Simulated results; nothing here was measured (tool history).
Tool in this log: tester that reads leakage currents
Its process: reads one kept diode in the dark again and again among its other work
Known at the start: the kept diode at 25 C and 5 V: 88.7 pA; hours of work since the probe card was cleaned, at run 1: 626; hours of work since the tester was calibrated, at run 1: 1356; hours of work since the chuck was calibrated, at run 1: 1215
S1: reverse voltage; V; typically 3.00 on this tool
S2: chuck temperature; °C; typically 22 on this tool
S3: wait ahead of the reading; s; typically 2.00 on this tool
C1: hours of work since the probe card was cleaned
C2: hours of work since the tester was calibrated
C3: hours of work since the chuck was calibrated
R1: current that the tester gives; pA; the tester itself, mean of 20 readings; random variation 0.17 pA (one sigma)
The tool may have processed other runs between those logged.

{"run": 1, "hour": 0.0, "S1": 3.0, "S2": 22, "S3": 2.0, "C1": 626, "C2": 1356, "C3": 1215, "R1": 61.71}
{"run": 2, "hour": 31.2, "S1": 3.0, "S2": 22, "S3": 2.0, "C1": 650, "C2": 1381, "C3": 1239, "R1": 61.45}
{"run": 3, "hour": 51.9, "S1": 3.0, "S2": 22, "S3": 2.0, "C1": 666, "C2": 1397, "C3": 1255, "R1": 61.72}
{"run": 4, "hour": 78.1, "S1": 3.0, "S2": 22, "S3": 2.0, "C1": 687, "C2": 1417, "C3": 1275, "R1": 61.86}
{"run": 5, "hour": 97.8, "S1": 3.0, "S2": 22, "S3": 2.0, "C1": 702, "C2": 1432, "C3": 1291, "R1": 61.97}
{"run": 6, "hour": 128.4, "S1": 3.0, "S2": 24, "S3": 2.0, "C1": 726, "C2": 1456, "C3": 1314, "R1": 75.03}
{"run": 7, "hour": 154.0, "S1": 3.0, "S2": 24, "S3": 2.0, "C1": 745, "C2": 1476, "C3": 1334, "R1": 74.94}
{"run": 8, "hour": 181.7, "S1": 3.0, "S2": 24, "S3": 2.0, "C1": 767, "C2": 1498, "C3": 1356, "R1": 75.12}
{"run": 9, "hour": 202.8, "S1": 3.0, "S2": 24, "S3": 2.0, "C1": 783, "C2": 1514, "C3": 1372, "R1": 75.36}
{"run": 10, "hour": 230.2, "S1": 7.88, "S2": 22, "S3": 2.0, "C1": 805, "C2": 1535, "C3": 1393, "R1": 92.21}
{"hour": 235.7, "done": "probe card cleaned and baked"}
{"run": 11, "hour": 248.8, "S1": 7.88, "S2": 22, "S3": 2.0, "C1": 10, "C2": 1547, "C3": 1406, "R1": 93.39}
{"run": 12, "hour": 275.2, "S1": 7.88, "S2": 22, "S3": 2.0, "C1": 31, "C2": 1568, "C3": 1426, "R1": 94.73}
{"run": 13, "hour": 288.5, "S1": 3.0, "S2": 57, "S3": 2.0, "C1": 41, "C2": 1578, "C3": 1436, "R1": 1270.61}
{"run": 14, "hour": 315.7, "S1": 7.01, "S2": 36, "S3": 2.0, "C1": 62, "C2": 1599, "C3": 1458, "R1": 314.93}
{"run": 15, "hour": 344.0, "S1": 7.01, "S2": 57, "S3": 0.83, "C1": 84, "C2": 1621, "C3": 1480, "R1": 1783.66}
{"hour": 355.5, "done": "probe card cleaned and baked, once more"}
{"run": 16, "hour": 362.1, "S1": 7.01, "S2": 57, "S3": 0.83, "C1": 5, "C2": 1633, "C3": 1491, "R1": 1791.62}
{"run": 17, "hour": 376.6, "S1": 7.01, "S2": 57, "S3": 0.83, "C1": 16, "C2": 1644, "C3": 1503, "R1": 1777.88}
{"run": 18, "hour": 407.9, "S1": 1.88, "S2": 57, "S3": 0.3, "C1": 41, "C2": 1669, "C3": 1527, "R1": 1075.74}
{"run": 19, "hour": 435.7, "S1": 1.54, "S2": 43, "S3": 1.28, "C1": 62, "C2": 1690, "C3": 1548, "R1": 318.77}
{"run": 20, "hour": 450.0, "S1": 1.54, "S2": 43, "S3": 1.28, "C1": 73, "C2": 1701, "C3": 1560, "R1": 319.86}
{"run": 21, "hour": 472.9, "S1": 5.96, "S2": 37, "S3": 0.41, "C1": 91, "C2": 1719, "C3": 1577, "R1": 322.79}
{"run": 22, "hour": 488.6, "S1": 3.85, "S2": 54, "S3": 0.74, "C1": 103, "C2": 1731, "C3": 1590, "R1": 1119.73}
{"run": 23, "hour": 511.0, "S1": 3.0, "S2": 24, "S3": 2.0, "C1": 121, "C2": 1749, "C3": 1607, "R1": 75.02}
{"run": 24, "hour": 527.4, "S1": 3.0, "S2": 44, "S3": 2.0, "C1": 134, "C2": 1762, "C3": 1620, "R1": 451.75}
{"run": 25, "hour": 551.3, "S1": 3.0, "S2": 22, "S3": 1.11, "C1": 152, "C2": 1780, "C3": 1638, "R1": 62.46}
{"run": 26, "hour": 565.1, "S1": 4.05, "S2": 22, "S3": 7.54, "C1": 163, "C2": 1791, "C3": 1649, "R1": 69.78}

Each row is a separate what-if for the run after 26, all from the same tool condition, not one after another. Results?
{"run": "A", "hour": 588.7, "S1": 11.89, "S2": 27, "S3": 5.43, "C1": 181, "C2": 1809, "C3": 1667, "R1": "?"}
{"run": "B", "hour": 588.7, "S1": 2.82, "S2": 22, "S3": 6.95, "C1": 181, "C2": 1809, "C3": 1667, "R1": "?"}
{"run": "C", "hour": 588.7, "S1": 4.05, "S2": 59, "S3": 7.54, "C1": 181, "C2": 1809, "C3": 1667, "R1": "?"}

run=A R1=172.00
run=B R1=60.92
run=C R1=1691.85
What these runs would have given with no unlogged condition in the tool:
run=A R1=151.11
run=B R1=53.46
run=C R1=1523.84
